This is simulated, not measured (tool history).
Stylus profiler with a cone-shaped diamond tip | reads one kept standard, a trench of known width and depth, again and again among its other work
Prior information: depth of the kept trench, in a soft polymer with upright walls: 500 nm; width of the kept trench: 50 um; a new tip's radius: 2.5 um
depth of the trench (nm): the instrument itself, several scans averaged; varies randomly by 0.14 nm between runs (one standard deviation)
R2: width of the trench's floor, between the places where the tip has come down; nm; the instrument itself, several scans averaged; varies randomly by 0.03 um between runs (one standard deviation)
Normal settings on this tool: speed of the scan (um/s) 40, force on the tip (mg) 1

run 1 hour=0 | speed_of_the_scan_(um/s)=40 force_on_the_tip_(mg)=1 | depth_of_the_trench_(nm)=506.94 R2=44600
run 2 hour=21.8 | speed_of_the_scan_(um/s)=40 force_on_the_tip_(mg)=1 | depth_of_the_trench_(nm)=507.11 R2=44640
run 3 hour=45.5 | speed_of_the_scan_(um/s)=40 force_on_the_tip_(mg)=0.94 | depth_of_the_trench_(nm)=506.96 R2=44550
run 4 hour=73.4 | speed_of_the_scan_(um/s)=40 force_on_the_tip_(mg)=0.94 | depth_of_the_trench_(nm)=506.81 R2=44560
run 5 hour=101.1 | speed_of_the_scan_(um/s)=40 force_on_the_tip_(mg)=1 | depth_of_the_trench_(nm)=507.3 R2=44550
run 6 hour=130.7 | speed_of_the_scan_(um/s)=40 force_on_the_tip_(mg)=0.34 | depth_of_the_trench_(nm)=504.93 R2=44340
run 7 hour=155.5 | speed_of_the_scan_(um/s)=89 force_on_the_tip_(mg)=1 | depth_of_the_trench_(nm)=507.45 R2=44170
run 8 hour=181.1 | speed_of_the_scan_(um/s)=89 force_on_the_tip_(mg)=1 | depth_of_the_trench_(nm)=507.28 R2=44120
run 9 hour=206.7 | speed_of_the_scan_(um/s)=100 force_on_the_tip_(mg)=1 | depth_of_the_trench_(nm)=507.21 R2=44020
run 10 hour=242.9 | speed_of_the_scan_(um/s)=100 force_on_the_tip_(mg)=1 | depth_of_the_trench_(nm)=507.55 R2=43980
run 11 hour=266.2 | speed_of_the_scan_(um/s)=100 force_on_the_tip_(mg)=1 | depth_of_the_trench_(nm)=507.41 R2=43980
run 12 hour=297.4 | speed_of_the_scan_(um/s)=18 force_on_the_tip_(mg)=1 | depth_of_the_trench_(nm)=507.65 R2=44590
run 13 hour=324.1 | speed_of_the_scan_(um/s)=40 force_on_the_tip_(mg)=1 | depth_of_the_trench_(nm)=507.3 R2=44370
run 14 hour=342.3 | speed_of_the_scan_(um/s)=40 force_on_the_tip_(mg)=1 | depth_of_the_trench_(nm)=508 R2=44360
run 15 hour=360.2 | speed_of_the_scan_(um/s)=40 force_on_the_tip_(mg)=1 | depth_of_the_trench_(nm)=507.29 R2=44260
run 16 hour=382.3 | speed_of_the_scan_(um/s)=40 force_on_the_tip_(mg)=0.57 | depth_of_the_trench_(nm)=506.33 R2=44210
run 17 hour=405.5 | speed_of_the_scan_(um/s)=40 force_on_the_tip_(mg)=0.57 | depth_of_the_trench_(nm)=506.14 R2=44240
run 18 hour=434.1 | speed_of_the_scan_(um/s)=40 force_on_the_tip_(mg)=1 | depth_of_the_trench_(nm)=507.4 R2=44290
run 19 hour=452.8 | speed_of_the_scan_(um/s)=40 force_on_the_tip_(mg)=1 | depth_of_the_trench_(nm)=507.88 R2=44240
run 20 hour=487.8 | speed_of_the_scan_(um/s)=40 force_on_the_tip_(mg)=1 | depth_of_the_trench_(nm)=507.61 R2=44240
run 21 hour=505.5 | speed_of_the_scan_(um/s)=40 force_on_the_tip_(mg)=1.34 | depth_of_the_trench_(nm)=508.78 R2=44260
run 22 hour=537.5 | speed_of_the_scan_(um/s)=40 force_on_the_tip_(mg)=1.34 | depth_of_the_trench_(nm)=508.69 R2=44200
run 23 hour=572.5 | speed_of_the_scan_(um/s)=38 force_on_the_tip_(mg)=1 | depth_of_the_trench_(nm)=507.86 R2=44160
run 24 hour=594.6 | speed_of_the_scan_(um/s)=40 force_on_the_tip_(mg)=1 | depth_of_the_trench_(nm)=507.81 R2=44110
run 25 hour=631.6 | speed_of_the_scan_(um/s)=40 force_on_the_tip_(mg)=1 | depth_of_the_trench_(nm)=507.98 R2=44100
run 26 hour=660.3 | speed_of_the_scan_(um/s)=40 force_on_the_tip_(mg)=1.63 | depth_of_the_trench_(nm)=509.65 R2=44080
-- hour=685.4 new tip fitted, height scale calibrated
run 27 hour=696.6 | speed_of_the_scan_(um/s)=40 force_on_the_tip_(mg)=1.63 | depth_of_the_trench_(nm)=505.93 R2=46750
run 28 hour=728.4 | speed_of_the_scan_(um/s)=127 force_on_the_tip_(mg)=0.34 | depth_of_the_trench_(nm)=501.93 R2=45290
run 29 hour=745.4 | speed_of_the_scan_(um/s)=38 force_on_the_tip_(mg)=0.39 | depth_of_the_trench_(nm)=502.36 R2=46450
run 30 hour=767.5 | speed_of_the_scan_(um/s)=61 force_on_the_tip_(mg)=1 | depth_of_the_trench_(nm)=504.15 R2=46450
run 31 hour=791.4 | speed_of_the_scan_(um/s)=46 force_on_the_tip_(mg)=1.67 | depth_of_the_trench_(nm)=505.84 R2=46590
run 32 hour=812 | speed_of_the_scan_(um/s)=25 force_on_the_tip_(mg)=0.62 | depth_of_the_trench_(nm)=503.06 R2=46600
run 33 hour=846.5 | speed_of_the_scan_(um/s)=70 force_on_the_tip_(mg)=1.19 | depth_of_the_trench_(nm)=504.76 R2=46280
run 34 hour=869.4 | speed_of_the_scan_(um/s)=40 force_on_the_tip_(mg)=1.28 | depth_of_the_trench_(nm)=505.01 R2=46460
run 35 hour=891.8 | speed_of_the_scan_(um/s)=122 force_on_the_tip_(mg)=1 | depth_of_the_trench_(nm)=504.23 R2=45860
run 36 hour=913.1 | speed_of_the_scan_(um/s)=122 force_on_the_tip_(mg)=1 | depth_of_the_trench_(nm)=504.4 R2=45790
run 37 hour=949.3 | speed_of_the_scan_(um/s)=122 force_on_the_tip_(mg)=1 | depth_of_the_trench_(nm)=504.44 R2=45760
run 38 hour=966.1 | speed_of_the_scan_(um/s)=122 force_on_the_tip_(mg)=1 | depth_of_the_trench_(nm)=504.57 R2=45790
run 39 hour=1002.8 | speed_of_the_scan_(um/s)=12 force_on_the_tip_(mg)=1.75 | depth_of_the_trench_(nm)=506.3 R2=46510
run 40 hour=1032.1 | speed_of_the_scan_(um/s)=22 force_on_the_tip_(mg)=1.24 | depth_of_the_trench_(nm)=505.32 R2=46370
run 41 hour=1048 | speed_of_the_scan_(um/s)=22 force_on_the_tip_(mg)=0.67 | depth_of_the_trench_(nm)=503.74 R2=46300
run 42 hour=1079.3 | speed_of_the_scan_(um/s)=22 force_on_the_tip_(mg)=0.67 | depth_of_the_trench_(nm)=503.58 R2=46250
run 43 hour=1100.3 | speed_of_the_scan_(um/s)=50 force_on_the_tip_(mg)=0.58 | depth_of_the_trench_(nm)=503.6 R2=45900
run 44 hour=1115.8 | speed_of_the_scan_(um/s)=50 force_on_the_tip_(mg)=0.58 | depth_of_the_trench_(nm)=503.62 R2=45950
run 45 hour=1152.3 | speed_of_the_scan_(um/s)=143 force_on_the_tip_(mg)=1.41 | depth_of_the_trench_(nm)=505.84 R2=45520
run 46 hour=1171.5 | speed_of_the_scan_(um/s)=18 force_on_the_tip_(mg)=0.96 | depth_of_the_trench_(nm)=504.56 R2=46250
run 47 hour=1186.7 | speed_of_the_scan_(um/s)=82 force_on_the_tip_(mg)=0.54 | depth_of_the_trench_(nm)=503.53 R2=45470

Each run again, without the hidden state but with its own random variation kept:
The hidden state here: radius of the tip, um; height scale over the true one, %; drift of the gauge itself on depth_nm, %; drift of the gauge itself on floor_um, %.
run=1 depth_of_the_trench_(nm)=503.95 R2=46680
run=2 depth_of_the_trench_(nm)=504.1 R2=46750
run=3 depth_of_the_trench_(nm)=503.91 R2=46680
run=4 depth_of_the_trench_(nm)=503.71 R2=46710
run=5 depth_of_the_trench_(nm)=504.16 R2=46720
run=6 depth_of_the_trench_(nm)=501.75 R2=46530
run=7 depth_of_the_trench_(nm)=504.22 R2=46390
run=8 depth_of_the_trench_(nm)=504.01 R2=46360
run=9 depth_of_the_trench_(nm)=503.91 R2=46270
run=10 depth_of_the_trench_(nm)=504.18 R2=46270
run=11 depth_of_the_trench_(nm)=504 R2=46280
run=12 depth_of_the_trench_(nm)=504.2 R2=46920
run=13 depth_of_the_trench_(nm)=503.81 R2=46720
run=14 depth_of_the_trench_(nm)=504.47 R2=46720
run=15 depth_of_the_trench_(nm)=503.75 R2=46640
run=16 depth_of_the_trench_(nm)=502.75 R2=46600
run=17 depth_of_the_trench_(nm)=502.54 R2=46660
run=18 depth_of_the_trench_(nm)=503.74 R2=46730
run=19 depth_of_the_trench_(nm)=504.19 R2=46690
run=20 depth_of_the_trench_(nm)=503.87 R2=46720
run=21 depth_of_the_trench_(nm)=505 R2=46750
run=22 depth_of_the_trench_(nm)=504.87 R2=46720
run=23 depth_of_the_trench_(nm)=503.99 R2=46710
run=24 depth_of_the_trench_(nm)=503.9 R2=46680
run=25 depth_of_the_trench_(nm)=504.02 R2=46700
run=26 depth_of_the_trench_(nm)=505.63 R2=46700
run=27 depth_of_the_trench_(nm)=505.88 R2=46760
run=28 depth_of_the_trench_(nm)=501.84 R2=45350
run=29 depth_of_the_trench_(nm)=502.24 R2=46540
run=30 depth_of_the_trench_(nm)=504 R2=46570
run=31 depth_of_the_trench_(nm)=505.65 R2=46740
run=32 depth_of_the_trench_(nm)=502.83 R2=46790
run=33 depth_of_the_trench_(nm)=504.47 R2=46510
run=34 depth_of_the_trench_(nm)=504.69 R2=46720
run=35 depth_of_the_trench_(nm)=503.87 R2=46150
run=36 depth_of_the_trench_(nm)=504.01 R2=46110
run=37 depth_of_the_trench_(nm)=503.99 R2=46130
run=38 depth_of_the_trench_(nm)=504.1 R2=46170
run=39 depth_of_the_trench_(nm)=505.77 R2=46940
run=40 depth_of_the_trench_(nm)=504.74 R2=46850
run=41 depth_of_the_trench_(nm)=503.14 R2=46800
run=42 depth_of_the_trench_(nm)=502.93 R2=46790
run=43 depth_of_the_trench_(nm)=502.91 R2=46470
run=44 depth_of_the_trench_(nm)=502.91 R2=46540
run=45 depth_of_the_trench_(nm)=505.07 R2=46150
run=46 depth_of_the_trench_(nm)=503.76 R2=46900
run=47 depth_of_the_trench_(nm)=502.71 R2=46140

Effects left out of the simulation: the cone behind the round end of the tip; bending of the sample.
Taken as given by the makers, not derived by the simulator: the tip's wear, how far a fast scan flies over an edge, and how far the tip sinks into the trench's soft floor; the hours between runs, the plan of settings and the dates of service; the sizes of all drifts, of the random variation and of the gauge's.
